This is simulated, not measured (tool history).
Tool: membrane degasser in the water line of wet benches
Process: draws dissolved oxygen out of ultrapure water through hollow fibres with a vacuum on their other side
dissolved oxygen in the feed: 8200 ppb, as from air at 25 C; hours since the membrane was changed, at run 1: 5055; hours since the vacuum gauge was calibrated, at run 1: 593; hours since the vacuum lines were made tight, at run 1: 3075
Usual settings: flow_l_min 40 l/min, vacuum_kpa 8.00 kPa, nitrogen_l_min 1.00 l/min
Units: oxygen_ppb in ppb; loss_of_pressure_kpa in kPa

| run | hour | flow_l_min | vacuum_kpa | nitrogen_l_min | hours since the membrane was changed | hours since the vacuum gauge was calibrated | hours since the vacuum lines were made tight | oxygen_ppb | loss_of_pressure_kpa |
|---|---|---|---|---|---|---|---|---|---|
| 1 | 0.0 | 40 | 8.00 | 1.00 | 5055 | 593 | 3075 | 439.7 | 25.21 |
| 2 | 169.5 | 40 | 17.55 | 1.00 | 5225 | 762 | 3244 | 1092.8 | 25.21 |
| 3 | 369.5 | 40 | 17.55 | 1.00 | 5425 | 962 | 3444 | 1093.6 | 25.25 |
| 4 | 515.1 | 40 | 17.55 | 1.00 | 5570 | 1108 | 3590 | 1092.3 | 25.24 |
| 5 | 705.2 | 30 | 17.55 | 1.00 | 5761 | 1298 | 3780 | 856.0 | 18.83 |
| 6 | 826.3 | 26 | 8.00 | 1.00 | 5882 | 1419 | 3901 | 277.7 | 16.62 |
| 7 | 914.4 | 26 | 8.00 | 1.00 | 5970 | 1507 | 3989 | 277.4 | 16.66 |
| 8 | 1030.6 | 40 | 8.00 | 1.00 | 6086 | 1624 | 4105 | 441.7 | 25.12 |
| 9 | 1164.0 | 40 | 8.00 | 1.00 | 6219 | 1757 | 4239 | 444.4 | 25.31 |
| 10 | 1354.5 | 40 | 8.00 | 1.00 | 6410 | 1947 | 4429 | 442.5 | 25.36 |
| 11 | 1515.9 | 40 | 8.00 | 1.00 | 6571 | 2109 | 4590 | 442.9 | 25.45 |
| 12 | 1658.5 | 40 | 8.00 | 1.00 | 6714 | 2251 | 4733 | 441.7 | 25.40 |
| 13 | 1857.8 | 40 | 8.00 | 1.00 | 6913 | 2451 | 4932 | 443.4 | 25.27 |
| 14 | 1973.1 | 40 | 8.00 | 1.00 | 7028 | 2566 | 5048 | 443.7 | 25.20 |
| 15 | 2056.7 | 40 | 8.00 | 0.82 | 7112 | 2650 | 5131 | 504.6 | 25.08 |
| 16 | 2160.1 | 40 | 12.73 | 0.82 | 7215 | 2753 | 5235 | 890.9 | 25.43 |
| 17 | 2352.0 | 40 | 12.73 | 1.04 | 7407 | 2945 | 5427 | 757.1 | 25.22 |
| 18 | 2487.3 | 40 | 8.00 | 2.49 | 7543 | 3080 | 5562 | 247.5 | 25.44 |
| 19 | 2607.1 | 55 | 6.05 | 1.39 | 7662 | 3200 | 5682 | 400.2 | 35.08 |
| 20 | 2738.0 | 30 | 10.56 | 1.39 | 7793 | 3331 | 5813 | 367.1 | 18.72 |
|  | 2869.6 | vacuum gauge calibrated |
| 21 | 2873.5 | 29 | 14.02 | 1.67 | 7928 | 4 | 5948 | 432.4 | 18.42 |
| 22 | 2973.7 | 56 | 12.94 | 1.67 | 8028 | 104 | 6048 | 798.2 | 35.63 |
| 23 | 3110.6 | 56 | 14.26 | 1.67 | 8165 | 241 | 6185 | 872.5 | 35.63 |
| 24 | 3236.5 | 56 | 14.26 | 1.67 | 8291 | 367 | 6311 | 875.6 | 35.45 |
| 25 | 3349.9 | 51 | 14.45 | 1.15 | 8405 | 480 | 6424 | 1022.1 | 32.49 |
| 26 | 3491.7 | 51 | 14.45 | 1.15 | 8546 | 622 | 6566 | 1022.2 | 32.35 |
| 27 | 3592.9 | 57 | 8.00 | 0.51 | 8648 | 723 | 6667 | 920.5 | 36.49 |
| 28 | 3737.3 | 40 | 8.08 | 0.94 | 8792 | 868 | 6811 | 464.6 | 25.48 |
| 29 | 3908.8 | 53 | 8.00 | 1.00 | 8964 | 1039 | 6983 | 608.8 | 33.58 |
| 30 | 4006.5 | 26 | 16.47 | 1.00 | 9061 | 1137 | 7081 | 708.5 | 16.50 |
| 31 | 4132.3 | 26 | 16.47 | 1.00 | 9187 | 1263 | 7206 | 704.7 | 16.49 |

Forecast each of these 3 alternatives for the next run:
|  | 4259.2 | seals of the vacuum lines changed |
| A | 4264.2 | 25 | 8.00 | 0.50 | 9317 | 1393 | 5 | ? | ? |
|  | 4259.2 | seals of the vacuum lines changed |
| B | 4264.2 | 26 | 8.69 | 0.54 | 9317 | 1393 | 5 | ? | ? |
|  | 4259.2 | seals of the vacuum lines changed |
| C | 4264.2 | 26 | 15.00 | 1.00 | 9317 | 1393 | 5 | ? | ? |

| run | oxygen_ppb | loss_of_pressure_kpa |
|---|---|---|
| A | 453.8 | 15.91 |
| B | 500.2 | 16.48 |
| C | 631.0 | 16.52 |
Without the tool's hidden state the same runs would have given:
| run | oxygen_ppb | loss_of_pressure_kpa |
|---|---|---|
| A | 453.7 | 15.66 |
| B | 500.1 | 16.22 |
| C | 630.9 | 16.25 |
